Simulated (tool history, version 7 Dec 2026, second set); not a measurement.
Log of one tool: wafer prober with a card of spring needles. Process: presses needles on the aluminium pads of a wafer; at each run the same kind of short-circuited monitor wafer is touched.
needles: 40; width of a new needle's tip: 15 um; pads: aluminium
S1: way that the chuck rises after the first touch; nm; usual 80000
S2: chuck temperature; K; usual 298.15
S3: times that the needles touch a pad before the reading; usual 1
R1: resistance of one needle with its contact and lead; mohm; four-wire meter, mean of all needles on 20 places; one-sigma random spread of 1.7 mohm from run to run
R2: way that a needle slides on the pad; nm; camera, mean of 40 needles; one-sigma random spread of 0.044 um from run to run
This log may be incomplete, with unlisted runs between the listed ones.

{"run": 1, "hour": 0.0, "S1": 80000, "S2": 298.15, "S3": 1, "R1": 317, "R2": 19280}
{"hour": 8.6, "done": "tips cleaned on abrasive film"}
{"run": 2, "hour": 12.0, "S1": 80000, "S2": 298.15, "S3": 2, "R1": 214, "R2": 19270}
{"run": 3, "hour": 25.7, "S1": 80000, "S2": 298.15, "S3": 2, "R1": 261, "R2": 19170}
{"hour": 32.8, "done": "tips cleaned on abrasive film"}
{"run": 4, "hour": 42.1, "S1": 80000, "S2": 333.15, "S3": 1, "R1": 281, "R2": 19170}
{"run": 5, "hour": 54.9, "S1": 80000, "S2": 298.15, "S3": 2, "R1": 275, "R2": 19280}
{"hour": 57.5, "done": "tips cleaned on abrasive film"}
{"run": 6, "hour": 67.0, "S1": 80000, "S2": 298.15, "S3": 2, "R1": 245, "R2": 19290}
{"run": 7, "hour": 80.7, "S1": 80000, "S2": 298.15, "S3": 2, "R1": 274, "R2": 19140}
{"hour": 81.9, "done": "tips cleaned on abrasive film"}
{"run": 8, "hour": 90.1, "S1": 80000, "S2": 372.15, "S3": 2, "R1": 244, "R2": 19220}
{"run": 9, "hour": 101.8, "S1": 80000, "S2": 298.15, "S3": 1, "R1": 327, "R2": 19290}
{"hour": 105.9, "done": "tips cleaned on abrasive film"}
{"run": 10, "hour": 112.8, "S1": 80000, "S2": 298.15, "S3": 1, "R1": 259, "R2": 19210}
{"run": 11, "hour": 124.3, "S1": 80000, "S2": 298.15, "S3": 1, "R1": 326, "R2": 19290}
{"hour": 130.7, "done": "tips cleaned on abrasive film"}
{"run": 12, "hour": 137.3, "S1": 80000, "S2": 325.15, "S3": 1, "R1": 264, "R2": 19210}
{"run": 13, "hour": 147.9, "S1": 80000, "S2": 325.15, "S3": 1, "R1": 322, "R2": 19150}
{"hour": 155.6, "done": "tips cleaned on abrasive film"}
{"run": 14, "hour": 160.7, "S1": 80000, "S2": 325.15, "S3": 1, "R1": 247, "R2": 19260}
{"run": 15, "hour": 174.7, "S1": 80000, "S2": 298.15, "S3": 1, "R1": 331, "R2": 19150}
{"hour": 179.9, "done": "tips cleaned on abrasive film"}
{"run": 16, "hour": 182.0, "S1": 80000, "S2": 303.15, "S3": 1, "R1": 221, "R2": 19170}
{"run": 17, "hour": 189.4, "S1": 80000, "S2": 298.15, "S3": 1, "R1": 286, "R2": 19110}
{"run": 18, "hour": 198.4, "S1": 61000, "S2": 298.15, "S3": 1, "R1": 429, "R2": 14500}
{"hour": 204.9, "done": "tips cleaned on abrasive film"}
{"run": 19, "hour": 210.8, "S1": 61000, "S2": 298.15, "S3": 1, "R1": 311, "R2": 14500}
{"run": 20, "hour": 218.4, "S1": 61000, "S2": 298.15, "S3": 1, "R1": 383, "R2": 14550}
{"run": 21, "hour": 227.3, "S1": 61000, "S2": 398.15, "S3": 2, "R1": 339, "R2": 14560}
{"hour": 230.0, "done": "tips cleaned on abrasive film"}
{"run": 22, "hour": 236.3, "S1": 61000, "S2": 398.15, "S3": 2, "R1": 277, "R2": 14480}
{"run": 23, "hour": 251.1, "S1": 80000, "S2": 307.15, "S3": 3, "R1": 235, "R2": 19080}
{"hour": 254.2, "done": "tips cleaned on abrasive film"}
{"run": 24, "hour": 260.2, "S1": 82000, "S2": 307.15, "S3": 1, "R1": 261, "R2": 19630}
{"run": 25, "hour": 268.8, "S1": 82000, "S2": 307.15, "S3": 1, "R1": 309, "R2": 19570}

The next listed run, before its measurement:
{"run": 26, "hour": 276.1, "S1": 82000, "S2": 307.15, "S3": 1, "R1": "?", "R2": "?"}

R1: 342 mohm
R2: 19640 nm
With no hidden state in the tool, this same run would have given R1 183 mohm, R2 19990 nm.

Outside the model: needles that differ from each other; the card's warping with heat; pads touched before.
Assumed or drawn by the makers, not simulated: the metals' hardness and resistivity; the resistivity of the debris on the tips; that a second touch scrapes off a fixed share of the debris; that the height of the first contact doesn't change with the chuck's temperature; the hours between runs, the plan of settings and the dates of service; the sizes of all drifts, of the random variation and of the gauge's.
